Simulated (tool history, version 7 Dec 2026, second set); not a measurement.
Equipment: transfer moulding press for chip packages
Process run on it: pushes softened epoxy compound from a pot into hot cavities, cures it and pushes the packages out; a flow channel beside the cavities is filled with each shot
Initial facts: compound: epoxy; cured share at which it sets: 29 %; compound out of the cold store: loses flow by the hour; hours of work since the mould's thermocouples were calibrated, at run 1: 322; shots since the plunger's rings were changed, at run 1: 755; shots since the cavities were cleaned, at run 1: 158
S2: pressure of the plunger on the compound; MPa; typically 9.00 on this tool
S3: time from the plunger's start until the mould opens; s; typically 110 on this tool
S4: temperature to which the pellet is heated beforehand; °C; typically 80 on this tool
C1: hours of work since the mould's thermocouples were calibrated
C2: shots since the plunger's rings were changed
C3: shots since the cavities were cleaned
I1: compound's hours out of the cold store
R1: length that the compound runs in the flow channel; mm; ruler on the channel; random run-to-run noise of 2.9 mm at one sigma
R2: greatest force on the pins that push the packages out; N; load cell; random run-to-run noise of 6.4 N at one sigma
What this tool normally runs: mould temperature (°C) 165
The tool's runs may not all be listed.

run 1 day=0.000 | mould_temperature_(°C)=165 S2=9.00 S3=110 S4=80 | C1=322 C2=755 C3=158 | I1=17.5 | R1=515 R2=260
run 2 day=2.075 | mould_temperature_(°C)=165 S2=9.00 S3=110 S4=80 | C1=347 C2=1171 C3=574 | I1=15.3 | R1=521 R2=249
run 3 day=4.912 | mould_temperature_(°C)=165 S2=9.00 S3=110 S4=80 | C1=380 C2=1739 C3=1142 | I1=47.0 | R1=449 R2=247
-- day=5.325 cavities cleaned with cleaning compound and waxed
run 4 day=7.983 | mould_temperature_(°C)=165 S2=9.00 S3=110 S4=80 | C1=416 C2=2342 C3=533 | I1=8.8 | R1=541 R2=252
run 5 day=10.579 | mould_temperature_(°C)=165 S2=9.00 S3=110 S4=80 | C1=447 C2=2862 C3=1053 | I1=46.8 | R1=447 R2=250
-- day=11.371 cavities cleaned with cleaning compound and waxed
run 6 day=12.967 | mould_temperature_(°C)=165 S2=9.00 S3=110 S4=80 | C1=474 C2=3328 C3=320 | I1=12.9 | R1=524 R2=252
run 7 day=14.629 | mould_temperature_(°C)=165 S2=8.25 S3=110 S4=80 | C1=494 C2=3661 C3=653 | I1=11.9 | R1=511 R2=250
run 8 day=16.912 | mould_temperature_(°C)=165 S2=8.25 S3=110 S4=80 | C1=521 C2=4119 C3=1111 | I1=39.3 | R1=443 R2=249
-- day=17.396 cavities cleaned with cleaning compound and waxed
run 9 day=18.583 | mould_temperature_(°C)=165 S2=6.97 S3=110 S4=80 | C1=540 C2=4441 C3=238 | I1=22.1 | R1=444 R2=250
run 10 day=19.875 | mould_temperature_(°C)=165 S2=6.97 S3=110 S4=80 | C1=555 C2=4699 C3=496 | I1=36.2 | R1=415 R2=245
run 11 day=21.412 | mould_temperature_(°C)=165 S2=6.97 S3=110 S4=80 | C1=573 C2=5008 C3=805 | I1=9.3 | R1=474 R2=248
-- day=23.446 cavities cleaned with cleaning compound and waxed
run 12 day=23.846 | mould_temperature_(°C)=165 S2=9.00 S3=110 S4=80 | C1=601 C2=5483 C3=81 | I1=46.6 | R1=452 R2=246
run 13 day=26.479 | mould_temperature_(°C)=165 S2=9.00 S3=110 S4=80 | C1=633 C2=6010 C3=608 | I1=44.4 | R1=455 R2=241
-- day=28.362 plunger's sealing rings changed
run 14 day=29.246 | mould_temperature_(°C)=165 S2=9.00 S3=110 S4=80 | C1=664 C2=177 C3=1141 | I1=25.6 | R1=498 R2=256
-- day=29.683 cavities cleaned with cleaning compound and waxed
run 15 day=30.962 | mould_temperature_(°C)=165 S2=9.00 S3=110 S4=80 | C1=684 C2=509 C3=257 | I1=18.6 | R1=512 R2=272
run 16 day=32.717 | mould_temperature_(°C)=165 S2=9.00 S3=110 S4=80 | C1=704 C2=860 C3=608 | I1=44.6 | R1=453 R2=252
-- day=35.796 cavities cleaned with cleaning compound and waxed
run 17 day=35.800 | mould_temperature_(°C)=165 S2=9.00 S3=110 S4=80 | C1=740 C2=1466 C3=2 | I1=45.0 | R1=453 R2=239
run 18 day=37.779 | mould_temperature_(°C)=165 S2=9.00 S3=110 S4=80 | C1=764 C2=1862 C3=398 | I1=12.4 | R1=526 R2=256
run 19 day=39.038 | mould_temperature_(°C)=158 S2=7.32 S3=110 S4=80 | C1=778 C2=2114 C3=650 | I1=47.4 | R1=424 R2=367
run 20 day=41.312 | mould_temperature_(°C)=165 S2=7.23 S3=133 S4=88 | C1=805 C2=2569 C3=1105 | I1=42.4 | R1=412 R2=214
-- day=41.996 cavities cleaned with cleaning compound and waxed
run 21 day=42.712 | mould_temperature_(°C)=165 S2=7.23 S3=133 S4=88 | C1=821 C2=2838 C3=144 | I1=41.7 | R1=410 R2=228
run 22 day=45.104 | mould_temperature_(°C)=165 S2=7.23 S3=133 S4=88 | C1=850 C2=3317 C3=623 | I1=47.6 | R1=401 R2=222
run 23 day=47.054 | mould_temperature_(°C)=165 S2=8.66 S3=110 S4=88 | C1=873 C2=3707 C3=1013 | I1=8.3 | R1=532 R2=261
-- day=47.962 mould's thermocouples calibrated
-- day=48.292 cavities cleaned with cleaning compound and waxed
run 24 day=50.167 | mould_temperature_(°C)=165 S2=8.99 S3=92 S4=88 | C1=25 C2=4302 C3=376 | I1=34.5 | R1=475 R2=311
run 25 day=52.625 | mould_temperature_(°C)=165 S2=7.21 S3=110 S4=77 | C1=54 C2=4794 C3=868 | I1=34.7 | R1=427 R2=264
run 26 day=54.196 | mould_temperature_(°C)=168 S2=7.79 S3=110 S4=80 | C1=73 C2=5109 C3=1183 | I1=29.3 | R1=447 R2=238
-- day=54.504 cavities cleaned with cleaning compound and waxed
run 27 day=56.333 | mould_temperature_(°C)=168 S2=7.79 S3=110 S4=80 | C1=98 C2=5525 C3=367 | I1=43.2 | R1=418 R2=235
run 28 day=59.254 | mould_temperature_(°C)=168 S2=7.79 S3=124 S4=81 | C1=132 C2=6110 C3=952 | I1=10.7 | R1=483 R2=223

Forecast each of these 4 alternatives for the next run:
-- day=60.571 plunger's sealing rings changed
-- day=60.633 cavities cleaned with cleaning compound and waxed
run A day=60.658 | mould_temperature_(°C)=164 S2=9.00 S3=124 S4=89 | C1=147 C2=5 C3=5 | I1=14.4 | R1=? R2=?
-- day=60.571 plunger's sealing rings changed
-- day=60.633 cavities cleaned with cleaning compound and waxed
run B day=60.658 | mould_temperature_(°C)=169 S2=8.90 S3=124 S4=81 | C1=147 C2=5 C3=5 | I1=46.9 | R1=? R2=?
-- day=60.571 plunger's sealing rings changed
-- day=60.633 cavities cleaned with cleaning compound and waxed
run C day=60.658 | mould_temperature_(°C)=165 S2=9.75 S3=110 S4=73 | C1=147 C2=5 C3=5 | I1=8.5 | R1=? R2=?
-- day=60.571 plunger's sealing rings changed
-- day=60.633 cavities cleaned with cleaning compound and waxed
run D day=60.658 | mould_temperature_(°C)=168 S2=7.28 S3=124 S4=80 | C1=147 C2=5 C3=5 | I1=43.3 | R1=? R2=?

run=A R1=527 R2=228
run=B R1=440 R2=229
run=C R1=565 R2=260
run=D R1=404 R2=215
Stripped of hidden state, with their random variation kept, the same runs would have yielded:
run=A R1=527 R2=228
run=B R1=440 R2=229
run=C R1=565 R2=259
run=D R1=404 R2=215

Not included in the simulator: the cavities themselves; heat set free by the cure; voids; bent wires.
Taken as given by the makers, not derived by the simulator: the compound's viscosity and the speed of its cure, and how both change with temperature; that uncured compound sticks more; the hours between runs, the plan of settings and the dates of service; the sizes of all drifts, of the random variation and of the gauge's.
